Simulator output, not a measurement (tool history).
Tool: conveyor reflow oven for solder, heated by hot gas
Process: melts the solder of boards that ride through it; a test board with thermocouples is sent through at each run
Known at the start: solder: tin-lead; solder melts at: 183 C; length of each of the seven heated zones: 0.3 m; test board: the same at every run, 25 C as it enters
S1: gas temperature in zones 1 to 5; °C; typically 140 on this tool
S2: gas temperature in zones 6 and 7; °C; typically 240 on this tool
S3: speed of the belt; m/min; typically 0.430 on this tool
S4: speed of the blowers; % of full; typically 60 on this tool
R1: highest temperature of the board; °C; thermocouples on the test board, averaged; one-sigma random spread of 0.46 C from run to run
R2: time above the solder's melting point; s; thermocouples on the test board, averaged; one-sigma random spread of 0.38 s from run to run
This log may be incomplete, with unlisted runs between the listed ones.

run 1 hour=0.0 | S1=140 S2=240 S3=0.430 S4=60 | R1=222.5 R2=67.0
run 2 hour=42.8 | S1=140 S2=240 S3=0.396 S4=60 | R1=225.6 R2=75.0
run 3 hour=82.4 | S1=140 S2=243 S3=0.396 S4=60 | R1=225.8 R2=76.7
run 4 hour=105.3 | S1=140 S2=246 S3=0.430 S4=60 | R1=227.2 R2=71.1
run 5 hour=146.4 | S1=140 S2=240 S3=0.430 S4=60 | R1=221.1 R2=67.4
run 6 hour=170.5 | S1=140 S2=240 S3=0.430 S4=60 | R1=222.1 R2=66.8
run 7 hour=207.0 | S1=140 S2=240 S3=0.430 S4=60 | R1=221.7 R2=66.9
run 8 hour=226.6 | S1=140 S2=240 S3=0.430 S4=60 | R1=221.9 R2=66.4
-- hour=240.9 flux residue cleaned out of gas plates and filters
run 9 hour=258.3 | S1=140 S2=240 S3=0.430 S4=60 | R1=221.8 R2=67.0
run 10 hour=278.2 | S1=140 S2=240 S3=0.367 S4=60 | R1=227.0 R2=83.9
run 11 hour=321.2 | S1=140 S2=240 S3=0.367 S4=60 | R1=227.3 R2=83.6
run 12 hour=357.4 | S1=140 S2=240 S3=0.367 S4=60 | R1=226.7 R2=84.4
run 13 hour=388.5 | S1=140 S2=240 S3=0.430 S4=60 | R1=222.5 R2=66.1
run 14 hour=409.0 | S1=140 S2=240 S3=0.430 S4=60 | R1=221.6 R2=66.9
run 15 hour=432.4 | S1=135 S2=249 S3=0.480 S4=66 | R1=227.8 R2=61.3
run 16 hour=473.7 | S1=135 S2=245 S3=0.426 S4=59 | R1=225.3 R2=67.8
run 17 hour=507.1 | S1=143 S2=240 S3=0.430 S4=65 | R1=224.1 R2=69.6
run 18 hour=550.5 | S1=145 S2=240 S3=0.474 S4=60 | R1=219.5 R2=60.2
run 19 hour=569.8 | S1=141 S2=240 S3=0.474 S4=76 | R1=223.6 R2=62.1
run 20 hour=594.5 | S1=148 S2=240 S3=0.496 S4=60 | R1=218.6 R2=58.5
run 21 hour=638.8 | S1=148 S2=240 S3=0.369 S4=60 | R1=227.5 R2=86.9
-- hour=660.4 flux residue cleaned out of gas plates and filters
run 22 hour=670.5 | S1=126 S2=229 S3=0.471 S4=62 | R1=206.8 R2=43.8
run 23 hour=710.5 | S1=126 S2=229 S3=0.471 S4=62 | R1=206.0 R2=43.2
run 24 hour=733.9 | S1=126 S2=229 S3=0.471 S4=62 | R1=207.3 R2=43.2
run 25 hour=768.8 | S1=149 S2=229 S3=0.471 S4=62 | R1=211.6 R2=56.9
run 26 hour=788.2 | S1=148 S2=229 S3=0.373 S4=62 | R1=216.6 R2=79.4
run 27 hour=818.7 | S1=134 S2=229 S3=0.373 S4=62 | R1=216.3 R2=70.9

Forecast each of these 4 alternatives for the next run:
run A hour=859.5 | S1=153 S2=241 S3=0.430 S4=52 | R1=? R2=?
run B hour=859.5 | S1=140 S2=240 S3=0.410 S4=60 | R1=? R2=?
run C hour=859.5 | S1=140 S2=240 S3=0.358 S4=60 | R1=? R2=?
run D hour=859.5 | S1=134 S2=229 S3=0.493 S4=71 | R1=? R2=?

run=A R1=222.6 R2=73.4
run=B R1=224.5 R2=71.3
run=C R1=227.4 R2=86.1
run=D R1=210.2 R2=46.9
Stripped of hidden state, with their random variation kept, the same runs would have yielded:
run=A R1=222.7 R2=73.5
run=B R1=224.6 R2=71.4
run=C R1=227.5 R2=86.1
run=D R1=210.4 R2=47.1

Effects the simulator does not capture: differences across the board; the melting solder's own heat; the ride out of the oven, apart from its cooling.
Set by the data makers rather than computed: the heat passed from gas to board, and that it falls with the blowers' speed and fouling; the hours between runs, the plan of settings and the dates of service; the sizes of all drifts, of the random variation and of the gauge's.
